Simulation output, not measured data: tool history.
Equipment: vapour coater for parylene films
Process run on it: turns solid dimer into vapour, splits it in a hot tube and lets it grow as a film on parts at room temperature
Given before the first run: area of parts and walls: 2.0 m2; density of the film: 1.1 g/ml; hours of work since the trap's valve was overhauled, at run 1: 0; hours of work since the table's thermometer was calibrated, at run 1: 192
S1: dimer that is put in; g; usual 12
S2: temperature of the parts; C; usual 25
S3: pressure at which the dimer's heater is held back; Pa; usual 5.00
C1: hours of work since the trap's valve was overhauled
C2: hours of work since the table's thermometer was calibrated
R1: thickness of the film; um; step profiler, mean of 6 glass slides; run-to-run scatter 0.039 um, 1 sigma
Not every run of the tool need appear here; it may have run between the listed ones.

Run 1, hour 0.0: usual settings; C1 0; C2 192. Result: R1 4.16 um.
Run 2, hour 25.2: usual settings; C1 20; C2 212. Result: R1 4.07 um.
Run 3, hour 39.3: usual settings; C1 31; C2 223. Result: R1 4.12 um.
Run 4, hour 71.5: usual settings but S1 21 g; C1 56; C2 248. Result: R1 7.20 um.
Run 5, hour 94.6: usual settings but S1 21 g; C1 74; C2 266. Result: R1 7.12 um.
Run 6, hour 128.5: usual settings but S1 6 g; C1 100; C2 293. Result: R1 1.99 um.
Run 7, hour 146.6: usual settings but S1 6 g; C1 114; C2 307. Result: R1 2.00 um.
Run 8, hour 175.0: usual settings but S1 6 g; C1 137; C2 329. Result: R1 2.00 um.
Run 9, hour 199.7: usual settings but S1 5 g; C1 156; C2 348. Result: R1 1.69 um.
Run 10, hour 229.9: usual settings but S1 5 g; C1 180; C2 372. Result: R1 1.70 um.
Run 11, hour 262.8: usual settings but S1 5 g, S3 4.72 Pa; C1 205; C2 398. Result: R1 1.65 um.
Run 12, hour 294.9: usual settings; C1 230; C2 423. Result: R1 3.99 um.
Run 13, hour 313.4: usual settings; C1 245; C2 437. Result: R1 3.95 um.
Run 14, hour 347.4: usual settings; C1 271; C2 464. Result: R1 3.95 um.
Run 15, hour 364.1: usual settings but S1 10 g; C1 284; C2 477. Result: R1 3.38 um.
Run 16, hour 378.5: usual settings but S1 10 g; C1 295; C2 488. Result: R1 3.31 um.
Run 17, hour 394.0: usual settings but S1 10 g; C1 308; C2 500. Result: R1 3.28 um.
Run 18, hour 411.6: usual settings but S1 10 g; C1 321; C2 514. Result: R1 3.30 um.
Run 19, hour 428.1: usual settings but S1 20 g; C1 334; C2 527. Result: R1 6.54 um.
Run 20, hour 458.1: usual settings but S1 15 g; C1 358; C2 550. Result: R1 4.97 um.
Run 21, hour 484.5: usual settings; C1 378; C2 571. Result: R1 3.92 um.
Run 22, hour 516.0: usual settings but S1 5 g; C1 403; C2 595. Result: R1 1.64 um.
Run 23, hour 533.8: usual settings but S1 5 g; C1 417; C2 609. Result: R1 1.62 um.
Run 24, hour 558.2: usual settings but S3 7.04 Pa; C1 436; C2 628. Result: R1 3.80 um.
Run 25, hour 574.8: usual settings but S2 31 C, S3 3.68 Pa; C1 449; C2 641. Result: R1 3.45 um.
Run 26, hour 608.7: usual settings but S2 30 C, S3 2.25 Pa; C1 475; C2 668. Result: R1 3.58 um.
At hour 618.6: trap's valve overhauled.
Run 27, hour 630.1: usual settings but S2 30 C, S3 2.25 Pa; C1 9; C2 681. Result: R1 3.88 um.
Run 28, hour 663.9: usual settings but S2 30 C, S3 2.25 Pa; C1 35; C2 708. Result: R1 3.84 um.
At hour 667.4: table's thermometer calibrated.
Run 29, hour 695.4: usual settings but S2 21 C, S3 2.37 Pa; C1 59; C2 22. Result: R1 4.75 um.
Run 30, hour 715.0: usual settings but S2 22 C, S3 4.84 Pa; C1 74; C2 37. Result: R1 4.43 um.
Run 31, hour 749.0: usual settings but S1 19 g, S2 18 C; C1 101; C2 64. Result: R1 7.56 um.
Run 32, hour 775.4: usual settings but S1 11 g, S2 34 C; C1 122; C2 84. Result: R1 2.96 um.
Run 33, hour 805.3: usual settings but S1 9 g, S2 34 C, S3 6.40 Pa; C1 145; C2 108. Result: R1 2.40 um.
Run 34, hour 827.2: usual settings but S1 20 g, S2 29 C, S3 6.94 Pa; C1 162; C2 125. Result: R1 5.95 um.
Run 35, hour 843.0: usual settings but S1 20 g, S2 29 C, S3 6.94 Pa; C1 174; C2 137. Result: R1 5.87 um.
At hour 860.6: table's thermometer calibrated, once more.
Run 36, hour 865.4: usual settings but S1 19 g, S2 20 C, S3 5.02 Pa; C1 191; C2 4. Result: R1 7.30 um.
Run 37, hour 883.6: usual settings but S1 19 g, S2 20 C, S3 5.02 Pa; C1 205; C2 18. Result: R1 7.29 um.
Run 38, hour 916.1: usual settings but S1 8 g, S2 21 C, S3 7.17 Pa; C1 231; C2 43. Result: R1 2.95 um.
Run 39, hour 936.0: usual settings but S1 9 g, S2 21 C; C1 246; C2 59. Result: R1 3.35 um.
Run 40, hour 951.8: usual settings but S1 13 g, S2 18 C, S3 2.52 Pa; C1 259; C2 71. Result: R1 5.42 um.
Run 41, hour 981.9: usual settings but S1 10 g, S2 30 C, S3 10.04 Pa; C1 282; C2 95. Result: R1 2.83 um.
Run 42, hour 1012.3: usual settings but S2 37 C; C1 306; C2 118. Result: R1 3.00 um.
Run 43, hour 1039.5: usual settings but S1 13 g, S2 27 C; C1 327; C2 140. Result: R1 4.06 um.
Run 44, hour 1058.4: usual settings but S1 13 g, S2 27 C; C1 342; C2 154. Result: R1 4.08 um.
Run 45, hour 1073.0: usual settings but S1 7 g, S2 22 C, S3 3.66 Pa; C1 353; C2 166. Result: R1 2.54 um.
Run 46, hour 1089.9: usual settings but S1 7 g, S2 22 C, S3 3.66 Pa; C1 366; C2 179. Result: R1 2.55 um.

Measured less the same run without the tool's hidden state. The same run-to-run variation is in both; the gauge's scatter may not be:
Unlogged tool condition in this case: vapour lost through the trap's worn valve, %; true temperature of the parts over the reading, C; drift of the gauge itself on film_um, %.
run     R1
  1  -0.04
  2  -0.05
  3  -0.05
  4  -0.12
  5  -0.14
  6  -0.05
  7  -0.05
  8  -0.05
  9  -0.05
 10  -0.05
 11  -0.06
 12  -0.16
 13  -0.16
 14  -0.18
 15  -0.16
 16  -0.16
 17  -0.16
 18  -0.17
 19  -0.35
 20  -0.28
 21  -0.23
 22  -0.10
 23  -0.10
 24  -0.26
 25  -0.24
 26  -0.27
 27  -0.05
 28  -0.07
 29  -0.11
 30  -0.10
 31  -0.21
 32  -0.09
 33  -0.08
 34  -0.21
 35  -0.21
 36  -0.18
 37  -0.21
 38  -0.09
 39  -0.11
 40  -0.19
 41  -0.11
 42  -0.13
 43  -0.18
 44  -0.18
 45  -0.12
 46  -0.13
